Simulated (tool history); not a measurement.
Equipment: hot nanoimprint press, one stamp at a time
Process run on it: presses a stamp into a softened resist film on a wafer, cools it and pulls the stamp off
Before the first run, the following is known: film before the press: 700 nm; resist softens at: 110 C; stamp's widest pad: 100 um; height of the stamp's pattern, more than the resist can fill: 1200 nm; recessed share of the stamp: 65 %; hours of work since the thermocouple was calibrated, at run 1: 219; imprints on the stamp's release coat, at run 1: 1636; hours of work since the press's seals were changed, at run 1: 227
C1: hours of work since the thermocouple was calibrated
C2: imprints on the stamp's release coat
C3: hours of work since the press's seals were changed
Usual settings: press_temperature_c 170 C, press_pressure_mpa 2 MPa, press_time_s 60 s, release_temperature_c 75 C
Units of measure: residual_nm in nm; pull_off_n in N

run 1 day=0 | press_temperature_c=170 press_pressure_mpa=2 press_time_s=60 release_temperature_c=75 | C1=219 C2=1636 C3=227 | residual_nm=338.9 pull_off_n=235
-- day=0.479 stamp cleaned and given a new release coat
run 2 day=0.646 | press_temperature_c=170 press_pressure_mpa=2 press_time_s=60 release_temperature_c=75 | C1=225 C2=8 C3=233 | residual_nm=339.8 pull_off_n=138
run 3 day=0.933 | press_temperature_c=170 press_pressure_mpa=2 press_time_s=60 release_temperature_c=75 | C1=230 C2=23 C3=238 | residual_nm=340.6 pull_off_n=134
run 4 day=1.383 | press_temperature_c=170 press_pressure_mpa=2 press_time_s=35 release_temperature_c=75 | C1=237 C2=45 C3=245 | residual_nm=406.7 pull_off_n=135
run 5 day=1.662 | press_temperature_c=170 press_pressure_mpa=2 press_time_s=35 release_temperature_c=75 | C1=241 C2=60 C3=250 | residual_nm=402.8 pull_off_n=142
run 6 day=1.883 | press_temperature_c=170 press_pressure_mpa=2 press_time_s=41 release_temperature_c=75 | C1=245 C2=71 C3=253 | residual_nm=387.3 pull_off_n=141
run 7 day=2.292 | press_temperature_c=170 press_pressure_mpa=2.2 press_time_s=60 release_temperature_c=75 | C1=251 C2=92 C3=260 | residual_nm=322.1 pull_off_n=140
run 8 day=2.667 | press_temperature_c=170 press_pressure_mpa=2 press_time_s=72 release_temperature_c=75 | C1=257 C2=111 C3=266 | residual_nm=319.4 pull_off_n=144
run 9 day=2.912 | press_temperature_c=170 press_pressure_mpa=2 press_time_s=60 release_temperature_c=75 | C1=261 C2=123 C3=270 | residual_nm=342.3 pull_off_n=141
run 10 day=3.346 | press_temperature_c=170 press_pressure_mpa=2 press_time_s=60 release_temperature_c=75 | C1=268 C2=145 C3=277 | residual_nm=340.5 pull_off_n=143
run 11 day=3.658 | press_temperature_c=170 press_pressure_mpa=2 press_time_s=60 release_temperature_c=75 | C1=273 C2=161 C3=282 | residual_nm=337.8 pull_off_n=141
run 12 day=3.875 | press_temperature_c=170 press_pressure_mpa=2 press_time_s=60 release_temperature_c=75 | C1=277 C2=172 C3=285 | residual_nm=341.8 pull_off_n=144
run 13 day=4.179 | press_temperature_c=170 press_pressure_mpa=2 press_time_s=60 release_temperature_c=75 | C1=282 C2=187 C3=290 | residual_nm=341.8 pull_off_n=146
run 14 day=4.388 | press_temperature_c=170 press_pressure_mpa=2 press_time_s=60 release_temperature_c=75 | C1=285 C2=198 C3=294 | residual_nm=343.3 pull_off_n=146
run 15 day=4.771 | press_temperature_c=170 press_pressure_mpa=1.22 press_time_s=60 release_temperature_c=75 | C1=291 C2=217 C3=300 | residual_nm=421.1 pull_off_n=146
run 16 day=5.054 | press_temperature_c=159 press_pressure_mpa=3.14 press_time_s=60 release_temperature_c=75 | C1=296 C2=232 C3=304 | residual_nm=483.1 pull_off_n=149
run 17 day=5.529 | press_temperature_c=161 press_pressure_mpa=2 press_time_s=34 release_temperature_c=75 | C1=303 C2=256 C3=312 | residual_nm=568.3 pull_off_n=146
run 18 day=5.867 | press_temperature_c=161 press_pressure_mpa=2 press_time_s=34 release_temperature_c=75 | C1=309 C2=273 C3=317 | residual_nm=569.1 pull_off_n=141
run 19 day=6.154 | press_temperature_c=164 press_pressure_mpa=1.24 press_time_s=34 release_temperature_c=68 | C1=313 C2=288 C3=322 | residual_nm=577.4 pull_off_n=184
run 20 day=6.446 | press_temperature_c=163 press_pressure_mpa=3.06 press_time_s=66 release_temperature_c=68 | C1=318 C2=303 C3=327 | residual_nm=391.4 pull_off_n=189
run 21 day=6.742 | press_temperature_c=181 press_pressure_mpa=1.7 press_time_s=60 release_temperature_c=75 | C1=323 C2=317 C3=331 | residual_nm=214.6 pull_off_n=152
run 22 day=7.179 | press_temperature_c=179 press_pressure_mpa=1.7 press_time_s=60 release_temperature_c=75 | C1=330 C2=340 C3=339 | residual_nm=236.3 pull_off_n=151
run 23 day=7.571 | press_temperature_c=179 press_pressure_mpa=1.7 press_time_s=60 release_temperature_c=75 | C1=336 C2=360 C3=345 | residual_nm=237.9 pull_off_n=151
run 24 day=7.917 | press_temperature_c=179 press_pressure_mpa=1.7 press_time_s=60 release_temperature_c=75 | C1=342 C2=377 C3=350 | residual_nm=235.8 pull_off_n=156
run 25 day=8.229 | press_temperature_c=179 press_pressure_mpa=1.7 press_time_s=60 release_temperature_c=75 | C1=347 C2=393 C3=355 | residual_nm=237.3 pull_off_n=152
run 26 day=8.458 | press_temperature_c=169 press_pressure_mpa=1.56 press_time_s=60 release_temperature_c=75 | C1=351 C2=405 C3=359 | residual_nm=400.6 pull_off_n=156
run 27 day=8.783 | press_temperature_c=169 press_pressure_mpa=1.56 press_time_s=60 release_temperature_c=75 | C1=356 C2=421 C3=364 | residual_nm=404 pull_off_n=155
run 28 day=9.204 | press_temperature_c=165 press_pressure_mpa=2.61 press_time_s=60 release_temperature_c=75 | C1=363 C2=442 C3=371 | residual_nm=395.5 pull_off_n=166
run 29 day=9.654 | press_temperature_c=172 press_pressure_mpa=1.52 press_time_s=91 release_temperature_c=75 | C1=370 C2=465 C3=378 | residual_nm=304.5 pull_off_n=163

Predict each of these 3 candidate next runs independently; none follows another, all start after run 29:
run A day=9.992 | press_temperature_c=172 press_pressure_mpa=1.52 press_time_s=73 release_temperature_c=75 | C1=375 C2=482 C3=384 | residual_nm=? pull_off_n=?
run B day=9.992 | press_temperature_c=172 press_pressure_mpa=1.52 press_time_s=43 release_temperature_c=75 | C1=375 C2=482 C3=384 | residual_nm=? pull_off_n=?
run C day=9.992 | press_temperature_c=170 press_pressure_mpa=2.3 press_time_s=91 release_temperature_c=75 | C1=375 C2=482 C3=384 | residual_nm=? pull_off_n=?

run=A residual_nm=330.3 pull_off_n=170
run=B residual_nm=398.4 pull_off_n=164
run=C residual_nm=279.9 pull_off_n=163
The same runs, with their run-to-run variation unchanged, on a tool lacking any hidden condition would have given:
run=A residual_nm=316.8 pull_off_n=138
run=B residual_nm=383.8 pull_off_n=133
run=C residual_nm=265.5 pull_off_n=133
